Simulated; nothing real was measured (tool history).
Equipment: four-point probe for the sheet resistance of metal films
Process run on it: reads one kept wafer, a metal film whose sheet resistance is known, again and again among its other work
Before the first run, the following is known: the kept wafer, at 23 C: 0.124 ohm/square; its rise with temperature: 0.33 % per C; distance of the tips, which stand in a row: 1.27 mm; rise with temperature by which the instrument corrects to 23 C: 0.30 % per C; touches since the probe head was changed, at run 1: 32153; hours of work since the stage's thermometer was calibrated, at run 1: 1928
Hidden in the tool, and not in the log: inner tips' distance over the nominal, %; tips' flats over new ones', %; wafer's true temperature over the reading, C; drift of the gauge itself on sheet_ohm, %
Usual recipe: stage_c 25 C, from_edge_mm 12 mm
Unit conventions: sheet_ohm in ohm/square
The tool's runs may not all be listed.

| run | day | stage_c | from_edge_mm | touches since the probe head was changed | hours of work since the stage's thermometer was calibrated | sheet_ohm |
|---|---|---|---|---|---|---|
| 1 | 0.000 | 25 | 12 | 32153 | 1928 | 0.124688 |
| 2 | 2.475 | 25 | 12 | 33248 | 1961 | 0.124655 |
| 3 | 3.858 | 25 | 12 | 33859 | 1980 | 0.124656 |
| 4 | 5.158 | 25 | 12 | 34434 | 1997 | 0.124726 |
| 5 | 6.442 | 25 | 10 | 35001 | 2014 | 0.124996 |
| 6 | 7.921 | 33 | 12 | 35655 | 2034 | 0.124917 |
| 7 | 9.692 | 31 | 12 | 36437 | 2058 | 0.124866 |
| 8 | 11.000 | 31 | 12 | 37016 | 2076 | 0.124884 |
|  | 11.167 | stage's thermometer calibrated |
| 9 | 12.575 | 34 | 12 | 37704 | 19 | 0.125046 |
| 10 | 14.171 | 21 | 12 | 38409 | 40 | 0.124595 |
| 11 | 15.388 | 21 | 4 | 38946 | 57 | 0.130281 |
| 12 | 17.871 | 21 | 4 | 40046 | 90 | 0.130218 |

Run 13 comes next. What will it give?
| 13 | 19.588 | 21 | 4 | 40803 | 113 | ? |

sheet_ohm: 0.130293 ohm/square
Had the tool carried no hidden state, the very same run would have given sheet_ohm 0.130359 ohm/square.
